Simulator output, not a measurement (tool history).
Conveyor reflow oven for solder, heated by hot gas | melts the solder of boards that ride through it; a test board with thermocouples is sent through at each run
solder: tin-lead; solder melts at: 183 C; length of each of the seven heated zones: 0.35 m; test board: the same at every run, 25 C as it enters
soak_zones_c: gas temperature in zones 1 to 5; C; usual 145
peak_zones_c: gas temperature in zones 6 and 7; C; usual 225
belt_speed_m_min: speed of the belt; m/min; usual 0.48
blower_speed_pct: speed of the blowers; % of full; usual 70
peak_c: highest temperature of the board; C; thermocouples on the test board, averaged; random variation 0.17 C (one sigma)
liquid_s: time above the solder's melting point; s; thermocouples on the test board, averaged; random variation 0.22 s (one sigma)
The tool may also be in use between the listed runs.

run	hour	soak_zones_c	peak_zones_c	belt_speed_m_min	blower_speed_pct	peak_c	liquid_s
1	0	145	225	0.48	70	208.4	59.6
2	28.1	145	225	0.48	70	208.7	59.3
3	50.9	145	225	0.48	70	208.4	58.8
4	69.7	145	225	0.48	70	208.8	59.2
5	88.3	145	225	0.48	64	206.6	56.3
6	116.7	145	225	0.48	64	206.3	56.3
7	132.8	145	225	0.48	64	206.4	56.1
8	154.6	145	225	0.48	64	206.4	56.3
9	169.8	145	225	0.48	64	206.5	56.4
10	192	145	225	0.48	64	207	55.8
11	211.1	145	225	0.48	70	208.4	59.2
12	230.9	145	237	0.48	70	218.4	69
13	252.3	145	224	0.48	70	207.8	58
14	268	145	225	0.48	70	208.5	59.1
15	290.1	145	234	0.48	70	215.9	66.6
16	317	145	230	0.517	87	215.1	61.7
17	337.7	145	238	0.48	67	218.4	68.4
18	370.2	145	238	0.48	67	218.1	69
19	400.2	145	217	0.48	55	196.7	39.9
20	427.4	145	223	0.48	53	200.6	45.7
21	443.3	145	223	0.48	53	200.7	45.6
22	471.9	145	224	0.48	83	210.8	63.5
23	487	137	224	0.48	85	210	59.2
24	500.7	137	220	0.48	75	203.9	50.8
25	523.8	137	240	0.418	70	224.3	81
26	556.3	145	225	0.512	67	205.5	51
27	580.2	145	225	0.512	67	205.6	50.9
28	597.4	145	225	0.414	59	209.4	69.9
29	629.2	145	225	0.414	59	209.3	70.1
30	650.1	145	233	0.539	50	201.8	40.6

Forecast each of these 5 alternatives for the next run:
# hour 660.4: flux residue cleaned out of gas plates and filters
A	678.6	142	228	0.539	77	?	?
# hour 660.4: flux residue cleaned out of gas plates and filters
B	678.6	144	225	0.577	70	?	?
# hour 660.4: flux residue cleaned out of gas plates and filters
C	678.6	139	240	0.539	50	?	?
# hour 660.4: flux residue cleaned out of gas plates and filters
D	678.6	145	228	0.539	50	?	?
# hour 660.4: flux residue cleaned out of gas plates and filters
E	678.6	152	233	0.551	54	?	?

run	peak_c	liquid_s
A	208.9	51.3
B	202.4	40.3
C	205.3	42.9
D	198.4	35.4
E	205.2	47.6
Without the tool's hidden state the same runs would have given:
run	peak_c	liquid_s
A	208.9	51.2
B	202.4	40.2
C	205.2	42.8
D	198.4	35.3
E	205.2	47.5
